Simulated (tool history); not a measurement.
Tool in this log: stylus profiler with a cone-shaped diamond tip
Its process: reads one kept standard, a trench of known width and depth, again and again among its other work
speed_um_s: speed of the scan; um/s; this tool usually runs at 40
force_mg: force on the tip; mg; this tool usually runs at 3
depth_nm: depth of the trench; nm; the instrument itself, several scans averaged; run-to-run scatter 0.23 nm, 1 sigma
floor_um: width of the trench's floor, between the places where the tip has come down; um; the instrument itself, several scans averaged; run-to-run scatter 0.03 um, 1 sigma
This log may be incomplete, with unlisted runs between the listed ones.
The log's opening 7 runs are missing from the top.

run 8 day=8.35 | speed_um_s=40 force_mg=1.04 | depth_nm=1007.11 floor_um=15.6
run 9 day=9.646 | speed_um_s=120 force_mg=3 | depth_nm=1013.18 floor_um=15.45
run 10 day=10.508 | speed_um_s=120 force_mg=3 | depth_nm=1012.78 floor_um=15.45
run 11 day=11.283 | speed_um_s=120 force_mg=3 | depth_nm=1012.86 floor_um=15.41
run 12 day=12.571 | speed_um_s=120 force_mg=3 | depth_nm=1013.18 floor_um=15.38
run 13 day=13.654 | speed_um_s=40 force_mg=3 | depth_nm=1013.21 floor_um=15.59
run 14 day=15.012 | speed_um_s=40 force_mg=3 | depth_nm=1013.47 floor_um=15.51
run 15 day=16.575 | speed_um_s=40 force_mg=3 | depth_nm=1012.91 floor_um=15.51
run 16 day=18.2 | speed_um_s=40 force_mg=3 | depth_nm=1013.62 floor_um=15.44
run 17 day=19.108 | speed_um_s=76 force_mg=8.29 | depth_nm=1025.09 floor_um=15.41
run 18 day=20.696 | speed_um_s=11 force_mg=7.39 | depth_nm=1023.45 floor_um=15.47
run 19 day=21.958 | speed_um_s=44 force_mg=1.82 | depth_nm=1010.21 floor_um=15.34
run 20 day=23.196 | speed_um_s=22 force_mg=4.75 | depth_nm=1018.11 floor_um=15.44
run 21 day=24.1 | speed_um_s=22 force_mg=4.75 | depth_nm=1018.25 floor_um=15.37
run 22 day=24.817 | speed_um_s=12 force_mg=5.63 | depth_nm=1020 floor_um=15.42
run 23 day=26.104 | speed_um_s=12 force_mg=5.63 | depth_nm=1020.45 floor_um=15.35
run 24 day=27.521 | speed_um_s=20 force_mg=5.63 | depth_nm=1019.95 floor_um=15.32
run 25 day=28.304 | speed_um_s=17 force_mg=3.05 | depth_nm=1014.16 floor_um=15.3
run 26 day=29.712 | speed_um_s=26 force_mg=1.18 | depth_nm=1008.54 floor_um=15.18
run 27 day=31.15 | speed_um_s=67 force_mg=3.82 | depth_nm=1016.32 floor_um=15.13
run 28 day=32.612 | speed_um_s=67 force_mg=3.82 | depth_nm=1016.24 floor_um=15.07
run 29 day=33.542 | speed_um_s=144 force_mg=3.6 | depth_nm=1015.77 floor_um=14.92
run 30 day=34.262 | speed_um_s=20 force_mg=6.19 | depth_nm=1021.8 floor_um=15.19

Below are 5 alternative next runs, each starting from the tool's condition after run 30. Predict each:
run A day=35.133 | speed_um_s=20 force_mg=1.68 | depth_nm=? floor_um=?
run B day=35.133 | speed_um_s=125 force_mg=1.98 | depth_nm=? floor_um=?
run C day=35.133 | speed_um_s=27 force_mg=1.05 | depth_nm=? floor_um=?
run D day=35.133 | speed_um_s=11 force_mg=2.03 | depth_nm=? floor_um=?
run E day=35.133 | speed_um_s=38 force_mg=6.19 | depth_nm=? floor_um=?

run=A depth_nm=1010.9 floor_um=15.09
run=B depth_nm=1011.63 floor_um=14.84
run=C depth_nm=1008.61 floor_um=15.1
run=D depth_nm=1011.73 floor_um=15.15
run=E depth_nm=1021.49 floor_um=15.15
Stripped of hidden state, with their random variation kept, the same runs would have yielded:
run=A depth_nm=1008.01 floor_um=15.9
run=B depth_nm=1008.73 floor_um=15.65
run=C depth_nm=1005.72 floor_um=15.91
run=D depth_nm=1008.83 floor_um=15.96
run=E depth_nm=1018.57 floor_um=15.95
